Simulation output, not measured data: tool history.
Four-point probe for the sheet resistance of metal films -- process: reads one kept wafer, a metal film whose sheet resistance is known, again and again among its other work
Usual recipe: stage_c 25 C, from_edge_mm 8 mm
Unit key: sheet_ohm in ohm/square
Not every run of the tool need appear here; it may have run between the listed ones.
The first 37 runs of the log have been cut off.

Run 38, hour 2678.6: usual settings but stage_c 21 C. Result: sheet_ohm 0.327398 ohm/square.
Run 39, hour 2770.6: usual settings but stage_c 28 C, from_edge_mm 3 mm. Result: sheet_ohm 0.332616 ohm/square.
Run 40, hour 2874.9: usual settings but stage_c 26 C, from_edge_mm 28 mm. Result: sheet_ohm 0.325116 ohm/square.
Run 41, hour 2932.8: usual settings but stage_c 26 C, from_edge_mm 4 mm. Result: sheet_ohm 0.329307 ohm/square.
Run 42, hour 3032.4: usual settings. Result: sheet_ohm 0.325877 ohm/square.
Run 43, hour 3113.2: usual settings. Result: sheet_ohm 0.325763 ohm/square.
Run 44, hour 3175.4: usual settings but stage_c 22 C, from_edge_mm 35 mm. Result: sheet_ohm 0.324969 ohm/square.
Run 45, hour 3255.1: usual settings but stage_c 22 C, from_edge_mm 5 mm. Result: sheet_ohm 0.327683 ohm/square.

Consider 3 possible next runs. They are alternatives, not a sequence: every one starts from the tool as it was left by run 45. What does each give?
Run A, hour 3299.2: usual settings but stage_c 27 C, from_edge_mm 4 mm. Result: sheet_ohm ?.
Run B, hour 3299.2: usual settings but stage_c 29 C. Result: sheet_ohm ?.
Run C, hour 3299.2: usual settings but stage_c 22 C, from_edge_mm 3 mm. Result: sheet_ohm ?.

run  sheet_ohm
  A   0.328320
  B   0.324696
  C   0.332494
Without the tool's hidden state the same runs would have given:
run  sheet_ohm
  A   0.331839
  B   0.328177
  C   0.336060

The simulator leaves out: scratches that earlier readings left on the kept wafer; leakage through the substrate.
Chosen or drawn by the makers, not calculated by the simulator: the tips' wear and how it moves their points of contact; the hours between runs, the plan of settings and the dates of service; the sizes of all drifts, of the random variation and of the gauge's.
